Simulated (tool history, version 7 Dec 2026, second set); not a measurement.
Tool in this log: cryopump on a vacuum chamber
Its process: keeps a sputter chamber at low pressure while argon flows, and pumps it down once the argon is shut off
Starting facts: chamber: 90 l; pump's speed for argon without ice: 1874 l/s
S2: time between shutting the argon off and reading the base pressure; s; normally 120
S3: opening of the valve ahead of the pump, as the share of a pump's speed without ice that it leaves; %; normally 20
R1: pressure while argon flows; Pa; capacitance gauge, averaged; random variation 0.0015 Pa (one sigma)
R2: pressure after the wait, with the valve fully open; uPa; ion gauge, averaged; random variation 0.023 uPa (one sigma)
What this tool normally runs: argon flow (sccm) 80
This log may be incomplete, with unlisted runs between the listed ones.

Run 1, hour 0.0: usual settings. Result: R1 0.3755 Pa, R2 1.35 uPa.
Run 2, hour 41.4: usual settings. Result: R1 0.3740 Pa, R2 1.35 uPa.
Run 3, hour 85.7: usual settings. Result: R1 0.3753 Pa, R2 1.30 uPa.
Run 4, hour 125.6: usual settings. Result: R1 0.3784 Pa, R2 1.41 uPa.
Run 5, hour 155.3: usual settings. Result: R1 0.3777 Pa, R2 1.39 uPa.
Run 6, hour 180.0: usual settings. Result: R1 0.3809 Pa, R2 1.40 uPa.
Run 7, hour 211.0: usual settings. Result: R1 0.3822 Pa, R2 1.44 uPa.
Run 8, hour 245.9: usual settings but argon flow (sccm) 42, S3 38 %. Result: R1 0.1111 Pa, R2 1.39 uPa.
At hour 282.1: pump warmed up, emptied and cooled again.
Run 9, hour 289.7: usual settings but argon flow (sccm) 110, S2 129 s, S3 38 %. Result: R1 0.2638 Pa, R2 1.21 uPa.
Run 10, hour 318.2: usual settings but argon flow (sccm) 110, S2 129 s, S3 38 %. Result: R1 0.2650 Pa, R2 1.23 uPa.
Run 11, hour 344.6: usual settings but argon flow (sccm) 47, S2 267 s, S3 38 %. Result: R1 0.1127 Pa, R2 0.97 uPa.

For run 12, what comes out?
Run 12, hour 370.1: usual settings but argon flow (sccm) 98, S2 100 s, S3 17 %. Result: R1 ?, R2 ?.

Run 12 produced R1 0.5232 Pa, R2 1.40 uPa.
Without the tool's hidden state the same run would have given R1 0.5190 Pa, R2 0.90 uPa.

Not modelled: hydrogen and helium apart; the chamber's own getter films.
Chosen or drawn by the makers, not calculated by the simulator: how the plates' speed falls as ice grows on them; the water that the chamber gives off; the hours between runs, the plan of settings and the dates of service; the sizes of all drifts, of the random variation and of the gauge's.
